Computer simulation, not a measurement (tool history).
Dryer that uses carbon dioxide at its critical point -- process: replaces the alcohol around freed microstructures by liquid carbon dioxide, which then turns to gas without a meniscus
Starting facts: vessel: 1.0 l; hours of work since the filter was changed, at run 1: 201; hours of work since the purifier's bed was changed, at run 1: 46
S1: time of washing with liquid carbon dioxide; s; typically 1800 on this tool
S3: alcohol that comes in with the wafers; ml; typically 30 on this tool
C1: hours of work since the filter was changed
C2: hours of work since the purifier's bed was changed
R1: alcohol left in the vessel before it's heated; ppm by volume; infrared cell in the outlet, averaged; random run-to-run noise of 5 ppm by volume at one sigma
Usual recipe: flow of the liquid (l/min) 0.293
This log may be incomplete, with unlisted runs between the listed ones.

Run 1, hour 0.0: usual settings; C1 201; C2 46. Result: R1 69 ppm by volume.
Run 2, hour 28.3: usual settings but flow of the liquid (l/min) 0.273; C1 218; C2 63. Result: R1 93 ppm by volume.
Run 3, hour 65.0: usual settings but flow of the liquid (l/min) 0.273; C1 240; C2 85. Result: R1 96 ppm by volume.
Run 4, hour 106.8: usual settings but flow of the liquid (l/min) 0.273; C1 264; C2 110. Result: R1 120 ppm by volume.
Run 5, hour 138.6: usual settings but flow of the liquid (l/min) 0.273; C1 283; C2 128. Result: R1 125 ppm by volume.
At hour 152.9: inlet filter changed.
Run 6, hour 172.2: usual settings but S1 2700 s, flow of the liquid (l/min) 0.273; C1 11; C2 148. Result: R1 25 ppm by volume.
Run 7, hour 199.4: usual settings but S1 1680 s; C1 28; C2 164. Result: R1 73 ppm by volume.
Run 8, hour 235.4: usual settings but S1 1680 s; C1 49; C2 185. Result: R1 72 ppm by volume.
Run 9, hour 270.8: usual settings but S1 1680 s; C1 70; C2 206. Result: R1 85 ppm by volume.
Run 10, hour 302.6: usual settings but S1 1440 s; C1 89; C2 225. Result: R1 162 ppm by volume.
Run 11, hour 336.4: usual settings but S1 1440 s; C1 109; C2 245. Result: R1 176 ppm by volume.
Run 12, hour 373.0: usual settings but S1 1440 s; C1 131; C2 267. Result: R1 184 ppm by volume.
Run 13, hour 408.7: usual settings but S1 1440 s; C1 152; C2 288. Result: R1 202 ppm by volume.
Run 14, hour 447.1: usual settings but S1 1440 s; C1 174; C2 311. Result: R1 213 ppm by volume.
Run 15, hour 471.3: usual settings; C1 189; C2 325. Result: R1 99 ppm by volume.
Run 16, hour 505.8: usual settings; C1 209; C2 346. Result: R1 105 ppm by volume.
Run 17, hour 525.3: usual settings; C1 221; C2 357. Result: R1 115 ppm by volume.
Run 18, hour 560.2: usual settings but S3 22 ml; C1 242; C2 378. Result: R1 103 ppm by volume.
Run 19, hour 603.4: usual settings but S3 23 ml; C1 267; C2 403. Result: R1 108 ppm by volume.
Run 20, hour 637.6: usual settings but S3 21 ml; C1 287; C2 424. Result: R1 110 ppm by volume.
At hour 645.3: inlet filter changed.
Run 21, hour 667.5: usual settings but S3 21 ml; C1 13; C2 441. Result: R1 80 ppm by volume.
Run 22, hour 707.1: usual settings but S3 21 ml; C1 37; C2 464. Result: R1 82 ppm by volume.
Run 23, hour 745.5: usual settings; C1 59; C2 487. Result: R1 101 ppm by volume.
Run 24, hour 771.3: usual settings but S1 1320 s, flow of the liquid (l/min) 0.220, S3 38 ml; C1 75; C2 502. Result: R1 886 ppm by volume.
Run 25, hour 807.3: usual settings but S1 1320 s, flow of the liquid (l/min) 0.220, S3 38 ml; C1 96; C2 524. Result: R1 941 ppm by volume.
Run 26, hour 829.8: usual settings but S1 1140 s, flow of the liquid (l/min) 0.432, S3 38 ml; C1 109; C2 537. Result: R1 153 ppm by volume.
Run 27, hour 849.7: usual settings but S1 1860 s, flow of the liquid (l/min) 0.196, S3 110 ml; C1 121; C2 549. Result: R1 1066 ppm by volume.
Run 28, hour 889.1: usual settings but S1 1740 s, flow of the liquid (l/min) 0.309, S3 51 ml; C1 145; C2 572. Result: R1 144 ppm by volume.
Run 29, hour 913.9: usual settings but S1 1320 s, flow of the liquid (l/min) 0.223, S3 51 ml; C1 159; C2 587. Result: R1 1357 ppm by volume.
Run 30, hour 944.3: usual settings but S3 32 ml; C1 177; C2 605. Result: R1 140 ppm by volume.
Run 31, hour 963.3: usual settings but S1 1380 s, S3 32 ml; C1 189; C2 616. Result: R1 306 ppm by volume.
Run 32, hour 1002.1: usual settings but S1 1380 s, S3 32 ml; C1 212; C2 639. Result: R1 336 ppm by volume.
Run 33, hour 1032.3: usual settings but S3 43 ml; C1 229; C2 657. Result: R1 164 ppm by volume.
Run 34, hour 1065.7: usual settings but S1 2160 s, flow of the liquid (l/min) 0.325, S3 106 ml; C1 249; C2 677. Result: R1 126 ppm by volume.
Run 35, hour 1088.4: usual settings but S1 2160 s, flow of the liquid (l/min) 0.325, S3 106 ml; C1 263; C2 690. Result: R1 119 ppm by volume.
Run 36, hour 1119.4: usual settings but S1 2760 s, flow of the liquid (l/min) 0.477, S3 106 ml; C1 281; C2 709. Result: R1 110 ppm by volume.
At hour 1136.9: inlet filter changed.
Run 37, hour 1161.8: usual settings but S1 2760 s, flow of the liquid (l/min) 0.477, S3 106 ml; C1 15; C2 733. Result: R1 103 ppm by volume.
Run 38, hour 1198.7: usual settings but flow of the liquid (l/min) 0.187, S3 73 ml; C1 37; C2 755. Result: R1 871 ppm by volume.
Run 39, hour 1223.0: usual settings but S1 1260 s; C1 51; C2 770. Result: R1 336 ppm by volume.
Run 40, hour 1258.3: usual settings but S1 1260 s; C1 72; C2 791. Result: R1 356 ppm by volume.
Run 41, hour 1284.7: usual settings but S1 1140 s, flow of the liquid (l/min) 0.199, S3 27 ml; C1 88; C2 806. Result: R1 1453 ppm by volume.
Run 42, hour 1323.9: usual settings but S1 1860 s, flow of the liquid (l/min) 0.485, S3 67 ml; C1 111; C2 830. Result: R1 129 ppm by volume.
Run 43, hour 1358.4: usual settings but S1 1620 s, S3 24 ml; C1 131; C2 850. Result: R1 174 ppm by volume.
Run 44, hour 1388.3: usual settings but S1 1740 s, flow of the liquid (l/min) 0.266; C1 149; C2 868. Result: R1 205 ppm by volume.
Run 45, hour 1418.2: usual settings but S1 1740 s, flow of the liquid (l/min) 0.208; C1 167; C2 885. Result: R1 447 ppm by volume.
Run 46, hour 1447.2: usual settings but S1 1740 s, flow of the liquid (l/min) 0.242; C1 184; C2 903. Result: R1 281 ppm by volume.

The logged runs with the hidden state left out (each run's random variation unchanged):
Hidden state present: flow that reaches the vessel past the clogged filter, %; alcohol in the recycled carbon dioxide, ppm; drift of the gauge itself on alcohol_ppm, %.
run    R1
  1    35
  2    42
  3    37
  4    49
  5    47
  6     3
  7    44
  8    37
  9    44
 10    99
 11   102
 12   102
 13   106
 14   105
 15    30
 16    31
 17    37
 18    26
 19    22
 20    19
 21    16
 22    14
 23    26
 24   691
 25   705
 26    54
 27   720
 28    38
 29   913
 30    34
 31   133
 32   139
 33    33
 34    15
 35     3
 36    13
 37     2
 38   703
 39   204
 40   206
 41  1176
 42    14
 43    43
 44    55
 45   223
 46    97

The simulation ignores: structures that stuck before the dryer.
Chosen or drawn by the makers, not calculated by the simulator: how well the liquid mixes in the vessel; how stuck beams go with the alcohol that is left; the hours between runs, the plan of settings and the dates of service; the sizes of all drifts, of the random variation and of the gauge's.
